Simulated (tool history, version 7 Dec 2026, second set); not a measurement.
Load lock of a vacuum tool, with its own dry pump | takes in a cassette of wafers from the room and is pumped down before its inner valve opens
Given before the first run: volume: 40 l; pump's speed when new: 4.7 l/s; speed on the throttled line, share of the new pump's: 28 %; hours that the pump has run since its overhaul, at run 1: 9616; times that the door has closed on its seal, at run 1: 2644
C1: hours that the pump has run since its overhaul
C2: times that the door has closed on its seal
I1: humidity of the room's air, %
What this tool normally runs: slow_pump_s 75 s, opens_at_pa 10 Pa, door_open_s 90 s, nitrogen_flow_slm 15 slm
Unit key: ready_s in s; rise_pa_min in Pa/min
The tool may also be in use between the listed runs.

run 1 hour=0 | slow_pump_s=75 opens_at_pa=10 door_open_s=90 nitrogen_flow_slm=15 | C1=9616 C2=2644 | I1=42.7 | ready_s=135.7 rise_pa_min=0.06
run 2 hour=85.9 | slow_pump_s=75 opens_at_pa=10 door_open_s=90 nitrogen_flow_slm=15 | C1=9701 C2=2812 | I1=44 | ready_s=137.2 rise_pa_min=0.066
run 3 hour=147 | slow_pump_s=75 opens_at_pa=10 door_open_s=90 nitrogen_flow_slm=15 | C1=9763 C2=2932 | I1=45.8 | ready_s=137.7 rise_pa_min=0.069
run 4 hour=192.6 | slow_pump_s=75 opens_at_pa=10 door_open_s=90 nitrogen_flow_slm=15 | C1=9808 C2=3021 | I1=44.4 | ready_s=136.3 rise_pa_min=0.066
run 5 hour=249.3 | slow_pump_s=75 opens_at_pa=10 door_open_s=90 nitrogen_flow_slm=15 | C1=9865 C2=3132 | I1=46.9 | ready_s=135.7 rise_pa_min=0.072
run 6 hour=287.6 | slow_pump_s=75 opens_at_pa=10 door_open_s=90 nitrogen_flow_slm=15 | C1=9903 C2=3206 | I1=43.3 | ready_s=136.1 rise_pa_min=0.068
run 7 hour=335.7 | slow_pump_s=75 opens_at_pa=10 door_open_s=90 nitrogen_flow_slm=15 | C1=9951 C2=3300 | I1=44.2 | ready_s=137.5 rise_pa_min=0.064
run 8 hour=396.5 | slow_pump_s=58 opens_at_pa=10 door_open_s=90 nitrogen_flow_slm=15 | C1=10012 C2=3419 | I1=45.1 | ready_s=124.6 rise_pa_min=0.068
run 9 hour=452 | slow_pump_s=58 opens_at_pa=10 door_open_s=90 nitrogen_flow_slm=15 | C1=10068 C2=3528 | I1=46.3 | ready_s=123.7 rise_pa_min=0.066
run 10 hour=493.3 | slow_pump_s=75 opens_at_pa=10 door_open_s=90 nitrogen_flow_slm=6 | C1=10109 C2=3608 | I1=48.6 | ready_s=135.7 rise_pa_min=0.096
run 11 hour=583.3 | slow_pump_s=75 opens_at_pa=10 door_open_s=90 nitrogen_flow_slm=6 | C1=10199 C2=3784 | I1=45.2 | ready_s=137.6 rise_pa_min=0.087
run 12 hour=658.3 | slow_pump_s=75 opens_at_pa=14 door_open_s=90 nitrogen_flow_slm=15 | C1=10274 C2=3931 | I1=40.1 | ready_s=132.4 rise_pa_min=0.062
run 13 hour=732.4 | slow_pump_s=92 opens_at_pa=18 door_open_s=85 nitrogen_flow_slm=15 | C1=10348 C2=4076 | I1=47.2 | ready_s=143.2 rise_pa_min=0.067
run 14 hour=791.3 | slow_pump_s=92 opens_at_pa=18 door_open_s=85 nitrogen_flow_slm=15 | C1=10407 C2=4191 | I1=43.3 | ready_s=142.9 rise_pa_min=0.072
run 15 hour=855.4 | slow_pump_s=92 opens_at_pa=18 door_open_s=85 nitrogen_flow_slm=15 | C1=10471 C2=4316 | I1=43.1 | ready_s=142.3 rise_pa_min=0.062
run 16 hour=910.1 | slow_pump_s=92 opens_at_pa=18 door_open_s=185 nitrogen_flow_slm=15 | C1=10526 C2=4423 | I1=41.8 | ready_s=143.8 rise_pa_min=0.086
run 17 hour=995.5 | slow_pump_s=92 opens_at_pa=18 door_open_s=185 nitrogen_flow_slm=15 | C1=10611 C2=4590 | I1=45.3 | ready_s=143.2 rise_pa_min=0.096
run 18 hour=1041.9 | slow_pump_s=56 opens_at_pa=10 door_open_s=116 nitrogen_flow_slm=15 | C1=10658 C2=4681 | I1=47 | ready_s=123.1 rise_pa_min=0.083
run 19 hour=1086 | slow_pump_s=75 opens_at_pa=10 door_open_s=90 nitrogen_flow_slm=15 | C1=10702 C2=4767 | I1=43.7 | ready_s=136.3 rise_pa_min=0.068
run 20 hour=1149 | slow_pump_s=75 opens_at_pa=10 door_open_s=90 nitrogen_flow_slm=15 | C1=10765 C2=4890 | I1=43.2 | ready_s=138.3 rise_pa_min=0.064
run 21 hour=1229.9 | slow_pump_s=75 opens_at_pa=16 door_open_s=78 nitrogen_flow_slm=15 | C1=10845 C2=5048 | I1=47.9 | ready_s=131.2 rise_pa_min=0.072
run 22 hour=1314.1 | slow_pump_s=75 opens_at_pa=16 door_open_s=78 nitrogen_flow_slm=15 | C1=10930 C2=5212 | I1=42.9 | ready_s=133.1 rise_pa_min=0.062
run 23 hour=1374.3 | slow_pump_s=75 opens_at_pa=16 door_open_s=78 nitrogen_flow_slm=15 | C1=10990 C2=5330 | I1=47.5 | ready_s=132.9 rise_pa_min=0.066

Consider 3 possible next runs. They are alternatives, not a sequence: every one starts from the tool as it was left by run 23. What does each give?
run A hour=1417.9 | slow_pump_s=51 opens_at_pa=14 door_open_s=90 nitrogen_flow_slm=6 | C1=11034 C2=5415 | I1=45.7 | ready_s=? rise_pa_min=?
run B hour=1417.9 | slow_pump_s=83 opens_at_pa=11 door_open_s=78 nitrogen_flow_slm=8 | C1=11034 C2=5415 | I1=44.8 | ready_s=? rise_pa_min=?
run C hour=1417.9 | slow_pump_s=52 opens_at_pa=8 door_open_s=81 nitrogen_flow_slm=15 | C1=11034 C2=5415 | I1=41.4 | ready_s=? rise_pa_min=?

run=A ready_s=116.2 rise_pa_min=0.09
run=B ready_s=141.8 rise_pa_min=0.078
run=C ready_s=123 rise_pa_min=0.072
Had the tool no hidden state, the same runs would have come out as:
run=A ready_s=111.7 rise_pa_min=0.076
run=B ready_s=137.8 rise_pa_min=0.063
run=C ready_s=118.2 rise_pa_min=0.057

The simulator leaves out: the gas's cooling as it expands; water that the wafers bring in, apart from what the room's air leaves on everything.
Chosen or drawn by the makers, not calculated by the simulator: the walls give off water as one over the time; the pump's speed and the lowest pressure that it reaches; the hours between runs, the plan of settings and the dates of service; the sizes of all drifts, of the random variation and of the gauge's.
